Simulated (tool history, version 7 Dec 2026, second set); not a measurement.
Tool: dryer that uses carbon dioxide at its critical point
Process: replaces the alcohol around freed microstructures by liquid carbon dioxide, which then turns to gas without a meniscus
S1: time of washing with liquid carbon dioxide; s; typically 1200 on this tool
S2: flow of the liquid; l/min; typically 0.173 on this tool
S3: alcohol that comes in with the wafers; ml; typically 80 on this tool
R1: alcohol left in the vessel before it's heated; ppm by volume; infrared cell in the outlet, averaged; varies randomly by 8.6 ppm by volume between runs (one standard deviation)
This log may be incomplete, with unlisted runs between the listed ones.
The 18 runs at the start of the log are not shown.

Run 19, hour 872.1: usual settings. Result: R1 874 ppm by volume.
Run 20, hour 921.6: usual settings but S1 1020 s, S2 0.222 l/min. Result: R1 549 ppm by volume.
At hour 949.5: inlet filter changed.
Run 21, hour 978.3: usual settings but S2 0.132 l/min, S3 96 ml. Result: R1 2469 ppm by volume.
Run 22, hour 1029.2: usual settings but S1 1860 s, S2 0.245 l/min, S3 22 ml. Result: R1 21 ppm by volume.
Run 23, hour 1057.4: usual settings but S1 1860 s, S2 0.245 l/min, S3 22 ml. Result: R1 20 ppm by volume.
Run 24, hour 1085.9: usual settings but S1 1500 s. Result: R1 155 ppm by volume.
Run 25, hour 1147.7: usual settings but S1 780 s, S2 0.118 l/min. Result: R1 14451 ppm by volume.
Run 26, hour 1204: usual settings but S1 780 s, S2 0.118 l/min. Result: R1 14600 ppm by volume.
Run 27, hour 1244.2: usual settings but S1 780 s, S2 0.118 l/min. Result: R1 15757 ppm by volume.
Run 28, hour 1279.4: usual settings but S1 780 s, S2 0.118 l/min. Result: R1 15994 ppm by volume.
Run 29, hour 1315: usual settings but S1 1380 s, S3 82 ml. Result: R1 423 ppm by volume.
Run 30, hour 1365.5: usual settings but S1 1860 s, S2 0.12 l/min, S3 88 ml. Result: R1 782 ppm by volume.
At hour 1371.7: inlet filter changed.
Run 31, hour 1412.4: usual settings but S1 1860 s, S2 0.12 l/min, S3 88 ml. Result: R1 428 ppm by volume.
Run 32, hour 1470.4: usual settings but S1 960 s, S2 0.137 l/min, S3 94 ml. Result: R1 5464 ppm by volume.
Run 33, hour 1514.4: usual settings but S1 1740 s, S2 0.158 l/min, S3 31 ml. Result: R1 71 ppm by volume.
Run 34, hour 1554.9: usual settings but S1 1740 s, S2 0.158 l/min, S3 31 ml. Result: R1 68 ppm by volume.
Run 35, hour 1616: usual settings but S1 1380 s, S2 0.235 l/min, S3 98 ml. Result: R1 71 ppm by volume.
Run 36, hour 1665.2: usual settings but S1 1860 s, S2 0.143 l/min, S3 40 ml. Result: R1 117 ppm by volume.
Run 37, hour 1724.2: usual settings but S2 0.156 l/min, S3 47 ml. Result: R1 871 ppm by volume.
Run 38, hour 1763.9: usual settings but S1 1440 s, S2 0.219 l/min, S3 82 ml. Result: R1 90 ppm by volume.

Alternative continuations, all from the tool just after run 38; predict every row:
At hour 1798.7: inlet filter changed.
Run A, hour 1798.8: usual settings but S1 1440 s, S2 0.192 l/min, S3 82 ml. Result: R1 ?.
At hour 1798.7: inlet filter changed.
Run B, hour 1798.8: usual settings but S1 1500 s, S2 0.136 l/min, S3 92 ml. Result: R1 ?.
At hour 1798.7: inlet filter changed.
Run C, hour 1798.8: usual settings but S1 840 s, S2 0.232 l/min, S3 76 ml. Result: R1 ?.
At hour 1798.7: inlet filter changed.
Run D, hour 1798.8: usual settings but S2 0.259 l/min, S3 20 ml. Result: R1 ?.
At hour 1798.7: inlet filter changed.
Run E, hour 1798.8: usual settings but S2 0.155 l/min. Result: R1 ?.

run   R1
  A  101
  B  688
  C  637
  D   41
  E  905
With the hidden condition removed and each run's random variation left untouched, the same runs would have given:
run   R1
  A   69
  B  639
  C  588
  D   11
  E  852
